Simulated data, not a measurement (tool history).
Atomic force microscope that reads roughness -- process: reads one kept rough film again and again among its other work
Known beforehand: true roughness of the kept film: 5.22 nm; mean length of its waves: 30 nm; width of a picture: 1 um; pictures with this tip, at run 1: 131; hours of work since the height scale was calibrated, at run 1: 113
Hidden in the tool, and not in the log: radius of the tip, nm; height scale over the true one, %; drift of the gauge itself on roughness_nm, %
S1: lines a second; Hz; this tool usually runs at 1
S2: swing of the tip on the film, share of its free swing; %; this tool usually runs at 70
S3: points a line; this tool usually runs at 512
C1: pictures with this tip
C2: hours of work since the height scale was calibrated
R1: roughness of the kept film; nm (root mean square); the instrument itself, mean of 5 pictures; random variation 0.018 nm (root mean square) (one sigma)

run	hour	S1	S2	S3	C1	C2	R1
1	0	1	70	512	131	113	4.108
2	35.7	1	70	329	168	129	4.037
3	74.5	1	70	329	208	147	3.961
4	92.1	1	70	329	226	155	3.938
5	108.7	1	70	329	243	162	3.891
# hour 124.2: new tip fitted
6	141.2	0.8	73	512	18	177	4.424
7	181.1	0.57	70	512	59	195	4.375
8	211.2	1.55	71	641	90	209	4.126
9	249.1	1.55	71	641	129	226	4.071
10	274.5	1.35	61	716	155	238	4.182

Alternative continuations, all from the tool just after run 10; predict every row:
A	295.9	0.79	57	526	177	248	?
B	295.9	2.6	73	973	177	248	?
C	295.9	1.35	89	395	177	248	?

run	R1
A	4.184
B	3.723
C	3.61
Had the tool no hidden state, the same runs would have come out as:
run	R1
A	4.572
B	4.068
C	3.944
